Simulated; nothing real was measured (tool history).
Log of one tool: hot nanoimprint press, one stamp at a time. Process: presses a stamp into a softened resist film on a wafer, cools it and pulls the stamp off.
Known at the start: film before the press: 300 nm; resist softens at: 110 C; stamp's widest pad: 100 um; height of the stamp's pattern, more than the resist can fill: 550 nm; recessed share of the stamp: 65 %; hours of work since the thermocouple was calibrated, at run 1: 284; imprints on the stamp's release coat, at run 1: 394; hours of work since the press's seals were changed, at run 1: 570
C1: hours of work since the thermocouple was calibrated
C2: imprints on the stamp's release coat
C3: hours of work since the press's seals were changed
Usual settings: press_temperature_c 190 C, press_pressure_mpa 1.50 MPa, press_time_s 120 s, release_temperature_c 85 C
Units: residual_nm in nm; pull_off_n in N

run 1 hour=0.0 | press_temperature_c=190 press_pressure_mpa=1.50 press_time_s=120 release_temperature_c=85 | C1=284 C2=394 C3=570 | residual_nm=125.4 pull_off_n=180
run 2 hour=29.0 | press_temperature_c=190 press_pressure_mpa=1.50 press_time_s=120 release_temperature_c=85 | C1=300 C2=515 C3=586 | residual_nm=125.2 pull_off_n=189
run 3 hour=71.0 | press_temperature_c=190 press_pressure_mpa=1.50 press_time_s=120 release_temperature_c=85 | C1=324 C2=691 C3=610 | residual_nm=126.1 pull_off_n=210
run 4 hour=106.3 | press_temperature_c=190 press_pressure_mpa=1.50 press_time_s=120 release_temperature_c=85 | C1=344 C2=838 C3=629 | residual_nm=126.9 pull_off_n=211
run 5 hour=132.9 | press_temperature_c=190 press_pressure_mpa=1.50 press_time_s=120 release_temperature_c=86 | C1=359 C2=949 C3=644 | residual_nm=127.0 pull_off_n=221
run 6 hour=171.5 | press_temperature_c=190 press_pressure_mpa=1.50 press_time_s=120 release_temperature_c=86 | C1=380 C2=1110 C3=666 | residual_nm=126.9 pull_off_n=234
run 7 hour=210.8 | press_temperature_c=190 press_pressure_mpa=1.50 press_time_s=120 release_temperature_c=86 | C1=402 C2=1274 C3=688 | residual_nm=127.9 pull_off_n=237
run 8 hour=229.8 | press_temperature_c=190 press_pressure_mpa=1.50 press_time_s=120 release_temperature_c=85 | C1=413 C2=1353 C3=699 | residual_nm=128.0 pull_off_n=260
run 9 hour=251.8 | press_temperature_c=190 press_pressure_mpa=1.50 press_time_s=120 release_temperature_c=85 | C1=425 C2=1445 C3=711 | residual_nm=128.2 pull_off_n=262
run 10 hour=296.1 | press_temperature_c=190 press_pressure_mpa=1.50 press_time_s=120 release_temperature_c=79 | C1=450 C2=1630 C3=736 | residual_nm=128.8 pull_off_n=322
run 11 hour=332.3 | press_temperature_c=186 press_pressure_mpa=1.50 press_time_s=120 release_temperature_c=85 | C1=471 C2=1781 C3=757 | residual_nm=152.3 pull_off_n=283
run 12 hour=362.7 | press_temperature_c=186 press_pressure_mpa=1.50 press_time_s=120 release_temperature_c=85 | C1=488 C2=1908 C3=774 | residual_nm=153.1 pull_off_n=292
-- hour=400.2 stamp cleaned and given a new release coat
run 13 hour=411.9 | press_temperature_c=186 press_pressure_mpa=1.50 press_time_s=120 release_temperature_c=85 | C1=512 C2=48 C3=798 | residual_nm=153.4 pull_off_n=169
run 14 hour=440.4 | press_temperature_c=190 press_pressure_mpa=1.50 press_time_s=161 release_temperature_c=89 | C1=528 C2=167 C3=814 | residual_nm=115.9 pull_off_n=153
run 15 hour=459.1 | press_temperature_c=189 press_pressure_mpa=1.50 press_time_s=189 release_temperature_c=85 | C1=539 C2=245 C3=824 | residual_nm=113.0 pull_off_n=171
run 16 hour=493.4 | press_temperature_c=201 press_pressure_mpa=1.67 press_time_s=79 release_temperature_c=85 | C1=558 C2=388 C3=844 | residual_nm=95.7 pull_off_n=194

Run 17 comes next. What will it give?
-- hour=504.6 plate thermocouple calibrated
run 17 hour=518.9 | press_temperature_c=190 press_pressure_mpa=1.10 press_time_s=120 release_temperature_c=85 | C1=8 C2=482 C3=856 | residual_nm=? pull_off_n=?

Run 17 gave residual_nm 137.0 nm, pull_off_n 179 N.
Without the tool's hidden state the same run would have given residual_nm 133.9 nm, pull_off_n 150 N.
